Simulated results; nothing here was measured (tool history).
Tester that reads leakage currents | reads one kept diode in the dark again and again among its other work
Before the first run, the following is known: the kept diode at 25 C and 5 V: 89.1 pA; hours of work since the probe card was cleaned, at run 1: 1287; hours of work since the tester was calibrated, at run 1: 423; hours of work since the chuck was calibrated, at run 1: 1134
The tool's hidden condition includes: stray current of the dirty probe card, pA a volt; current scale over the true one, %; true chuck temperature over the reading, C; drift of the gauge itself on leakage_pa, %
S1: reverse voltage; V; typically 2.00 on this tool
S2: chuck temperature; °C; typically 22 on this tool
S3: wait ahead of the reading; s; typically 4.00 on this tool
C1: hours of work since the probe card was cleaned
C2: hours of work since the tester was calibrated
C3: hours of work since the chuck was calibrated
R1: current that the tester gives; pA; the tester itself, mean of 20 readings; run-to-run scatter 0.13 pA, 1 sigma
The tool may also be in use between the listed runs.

run	hour	S1	S2	S3	C1	C2	C3	R1
1	0.0	2.00	22	4.00	1287	423	1134	40.94
# hour 63.0: chuck's temperature calibrated
2	132.0	12.71	22	4.00	1375	512	47	115.04
3	204.1	2.00	22	4.00	1425	561	96	40.83
# hour 254.2: probe card cleaned and baked
4	292.9	2.00	22	4.00	26	619	155	40.95
5	422.9	7.82	22	4.00	115	708	243	87.77
6	537.0	1.87	22	4.00	193	786	321	39.18
7	638.8	2.00	42	4.00	262	855	391	225.26
8	726.7	2.00	42	4.00	322	915	451	226.70
9	798.0	2.00	42	5.33	371	964	499	226.05
10	882.6	2.00	42	5.33	428	1021	557	225.36
11	998.8	2.80	30	0.60	508	1101	636	100.46
12	1103.9	13.64	41	3.97	579	1172	708	606.42
13	1220.4	13.64	41	4.76	659	1252	787	607.95
14	1306.1	2.51	22	4.00	717	1310	846	46.42
15	1373.1	6.78	22	7.15	763	1356	891	81.35
16	1480.4	17.97	48	0.78	836	1429	965	1236.70
17	1573.8	17.97	42	6.00	900	1493	1028	769.44
18	1663.9	17.97	42	6.00	961	1554	1090	774.46
19	1718.0	17.97	42	6.00	998	1591	1127	768.69
20	1781.3	1.10	51	2.08	1041	1634	1170	328.23

4 ways to go on from here, each from the tool as it stands after run 20. What would each give?
# hour 1795.4: chuck's temperature calibrated
A	1851.8	1.21	51	2.08	1088	1681	39	?
# hour 1795.4: chuck's temperature calibrated
B	1851.8	1.34	58	0.54	1088	1681	39	?
# hour 1795.4: chuck's temperature calibrated
C	1851.8	2.00	21	4.00	1088	1681	39	?
# hour 1795.4: chuck's temperature calibrated
D	1851.8	15.47	34	2.08	1088	1681	39	?

run	R1
A	346.05
B	611.67
C	37.39
D	368.19
The same runs, with their run-to-run variation unchanged, on a tool lacking any hidden condition would have given:
run	R1
A	346.08
B	611.72
C	37.38
D	368.11
